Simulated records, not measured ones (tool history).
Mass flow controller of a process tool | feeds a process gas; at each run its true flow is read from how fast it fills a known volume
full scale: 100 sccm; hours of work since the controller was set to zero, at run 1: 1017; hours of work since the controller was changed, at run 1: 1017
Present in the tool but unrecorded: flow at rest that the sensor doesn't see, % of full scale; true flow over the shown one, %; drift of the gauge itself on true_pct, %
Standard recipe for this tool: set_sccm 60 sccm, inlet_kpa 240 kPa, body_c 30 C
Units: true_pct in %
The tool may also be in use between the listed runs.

run	day	set_sccm	inlet_kpa	body_c	hours of work since the controller was set to zero	hours of work since the controller was changed	true_pct
1	0	60	240	30	1017	1017	99.61
2	2.604	60	178	30	1062	1062	99.23
3	5.092	94	240	30	1104	1104	100.35
4	6.954	60	240	30	1136	1136	99.48
5	9.325	60	240	30	1177	1177	99.64
6	12.029	60	240	30	1223	1223	99.64
7	15.879	60	240	30	1288	1288	99.58
8	18.462	60	240	21	1333	1333	99.12
9	22.654	60	240	21	1404	1404	99.08
10	25.4	60	240	21	1451	1451	99.12
11	28.533	12	240	30	1505	1505	100.11
12	32.629	12	240	30	1574	1574	99.96
13	35.7	12	240	30	1627	1627	99.91
14	38.908	60	240	30	1682	1682	99.59
15	41.325	60	232	30	1723	1723	99.46
16	44.846	60	232	30	1783	1783	99.59
17	47.242	60	240	20	1824	1824	99.16
18	50.838	60	240	20	1885	1885	98.93
19	54.788	60	240	20	1953	1953	99.08
20	58.812	60	240	30	2021	2021	99.47
21	60.558	19	145	30	2051	2051	98.96
22	62.833	68	240	35	2090	2090	99.93
23	65.817	66	240	36	2141	2141	99.97
24	69.725	60	240	30	2208	2208	99.59
25	73.138	14	240	25	2266	2266	100
26	75.271	69	259	28	2302	2302	99.63
27	77.342	69	259	28	2338	2338	99.71
28	79.033	69	259	28	2367	2367	99.68
29	81.067	69	213	37	2401	2401	99.8
30	84.204	60	222	30	2455	2455	99.29
31	87.7	60	225	34	2515	2515	99.68
32	89.646	25	273	34	2548	2548	100.02
33	92.404	25	149	34	2595	2595	98.97
34	94.708	60	240	25	2634	2634	99.22
35	97.217	96	240	34	2677	2677	100.28
36	99.112	18	256	33	2710	2710	100.21
37	102.967	13	269	20	2775	2775	100.37
38	106.338	98	240	30	2833	2833	99.99
39	108.188	98	240	30	2864	2864	99.92
40	110.638	60	178	24	2906	2906	98.67

Results per run with the tool's hidden condition removed, run-to-run variation unchanged:
run	true_pct
1	99.65
2	99.28
3	100.5
4	99.54
5	99.7
6	99.71
7	99.65
8	99.19
9	99.16
10	99.2
11	98.77
12	98.57
13	98.49
14	99.71
15	99.58
16	99.72
17	99.29
18	99.06
19	99.23
20	99.62
21	98.08
22	100.14
23	100.17
24	99.76
25	98.44
26	99.87
27	99.96
28	99.94
29	100.07
30	99.49
31	99.89
32	99.4
33	98.35
34	99.43
35	100.73
36	98.99
37	98.29
38	100.48
39	100.42
40	98.92
